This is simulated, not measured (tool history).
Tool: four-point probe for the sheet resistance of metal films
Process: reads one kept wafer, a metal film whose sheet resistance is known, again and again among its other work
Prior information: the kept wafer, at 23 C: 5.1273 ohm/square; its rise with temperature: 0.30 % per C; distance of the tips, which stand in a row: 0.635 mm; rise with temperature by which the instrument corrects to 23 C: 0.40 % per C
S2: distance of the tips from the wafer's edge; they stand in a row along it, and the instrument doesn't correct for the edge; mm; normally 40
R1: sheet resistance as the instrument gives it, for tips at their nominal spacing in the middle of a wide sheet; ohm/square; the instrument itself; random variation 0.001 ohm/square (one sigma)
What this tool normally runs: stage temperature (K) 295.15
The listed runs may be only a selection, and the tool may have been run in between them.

{"run": 1, "day": 0.0, "stage temperature (K)": 295.15, "S2": 40, "R1": 5.138638}
{"run": 2, "day": 0.862, "stage temperature (K)": 295.15, "S2": 8, "R1": 5.154887}
{"run": 3, "day": 1.675, "stage temperature (K)": 295.15, "S2": 4, "R1": 5.208618}
{"run": 4, "day": 2.529, "stage temperature (K)": 295.15, "S2": 4, "R1": 5.209575}
{"run": 5, "day": 3.817, "stage temperature (K)": 295.15, "S2": 4, "R1": 5.210963}
{"run": 6, "day": 4.65, "stage temperature (K)": 303.15, "S2": 40, "R1": 5.105018}
{"run": 7, "day": 5.35, "stage temperature (K)": 303.15, "S2": 40, "R1": 5.106676}
{"run": 8, "day": 6.129, "stage temperature (K)": 303.15, "S2": 40, "R1": 5.10699}
{"run": 9, "day": 7.392, "stage temperature (K)": 303.15, "S2": 41, "R1": 5.1078}
{"run": 10, "day": 8.488, "stage temperature (K)": 303.15, "S2": 41, "R1": 5.111029}
{"run": 11, "day": 9.054, "stage temperature (K)": 303.15, "S2": 41, "R1": 5.110934}
{"run": 12, "day": 9.821, "stage temperature (K)": 296.15, "S2": 40, "R1": 5.147199}
{"run": 13, "day": 11.0, "stage temperature (K)": 296.15, "S2": 40, "R1": 5.147444}
{"run": 14, "day": 12.271, "stage temperature (K)": 301.15, "S2": 7, "R1": 5.148568}
{"run": 15, "day": 13.271, "stage temperature (K)": 304.15, "S2": 4, "R1": 5.180208}
{"run": 16, "day": 13.862, "stage temperature (K)": 295.15, "S2": 7, "R1": 5.180022}
{"run": 17, "day": 14.662, "stage temperature (K)": 295.15, "S2": 7, "R1": 5.182837}
{"run": 18, "day": 15.362, "stage temperature (K)": 295.15, "S2": 4, "R1": 5.227421}
{"run": 19, "day": 16.412, "stage temperature (K)": 295.15, "S2": 4, "R1": 5.229933}
{"run": 20, "day": 17.612, "stage temperature (K)": 302.15, "S2": 7, "R1": 5.150169}
{"run": 21, "day": 18.958, "stage temperature (K)": 308.15, "S2": 40, "R1": 5.102473}
{"run": 22, "day": 19.633, "stage temperature (K)": 295.15, "S2": 52, "R1": 5.16601}
{"run": 23, "day": 20.458, "stage temperature (K)": 294.15, "S2": 19, "R1": 5.17667}
{"run": 24, "day": 21.542, "stage temperature (K)": 299.15, "S2": 43, "R1": 5.149153}
{"run": 25, "day": 22.338, "stage temperature (K)": 299.15, "S2": 24, "R1": 5.14999}

3 options for the next run, each taken on its own from the tool as it stands now. Forecast them:
{"run": "A", "day": 22.983, "stage temperature (K)": 296.15, "S2": 9, "R1": "?"}
{"run": "B", "day": 22.983, "stage temperature (K)": 301.15, "S2": 13, "R1": "?"}
{"run": "C", "day": 22.983, "stage temperature (K)": 299.15, "S2": 37, "R1": "?"}

run=A R1=5.179248
run=B R1=5.147274
run=C R1=5.152668
Without the tool's unlogged condition, the same runs would have read:
run=A R1=5.140717
run=B R1=5.108949
run=C R1=5.114310

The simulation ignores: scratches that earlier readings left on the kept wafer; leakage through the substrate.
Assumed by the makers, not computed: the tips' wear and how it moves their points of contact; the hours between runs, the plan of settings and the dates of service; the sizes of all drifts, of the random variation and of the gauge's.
